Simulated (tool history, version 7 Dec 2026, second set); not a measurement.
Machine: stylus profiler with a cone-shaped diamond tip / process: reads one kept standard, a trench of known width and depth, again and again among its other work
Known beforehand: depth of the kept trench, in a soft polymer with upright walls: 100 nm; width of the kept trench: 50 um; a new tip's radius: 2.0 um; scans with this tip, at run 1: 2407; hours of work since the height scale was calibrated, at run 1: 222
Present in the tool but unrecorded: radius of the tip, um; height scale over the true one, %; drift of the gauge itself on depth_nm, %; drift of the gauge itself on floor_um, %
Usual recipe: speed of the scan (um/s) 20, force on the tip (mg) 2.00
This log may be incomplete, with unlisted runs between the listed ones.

run,hour,speed of the scan (um/s),force on the tip (mg),scans with this tip,hours of work since the height scale was calibrated,depth of the trench (Å),width of the trench's floor (µm)
1,0.0,20,2.00,2407,222,1007.1,48.50
2,33.2,52,2.00,2597,239,1006.8,48.44
3,62.1,39,2.00,2762,254,1006.3,48.44
4,80.5,31,2.00,2867,264,1005.2,48.49
5,107.9,20,2.12,3024,278,1005.7,48.54
6,145.7,67,2.00,3240,298,1006.8,48.29
7,188.1,67,2.00,3482,321,1005.8,48.37
8,218.4,67,2.00,3655,336,1007.0,48.30

What will run 9 give?
9,236.7,67,2.00,3760,346,?,?

{"run 9": {"depth of the trench (Å)": 1006.5, "width of the trench's floor (µm)": 48.32}}
On a tool with no hidden condition, and with the same random variation, this run would have come out at depth of the trench (Å) 1006.0, width of the trench's floor (µm) 48.46.
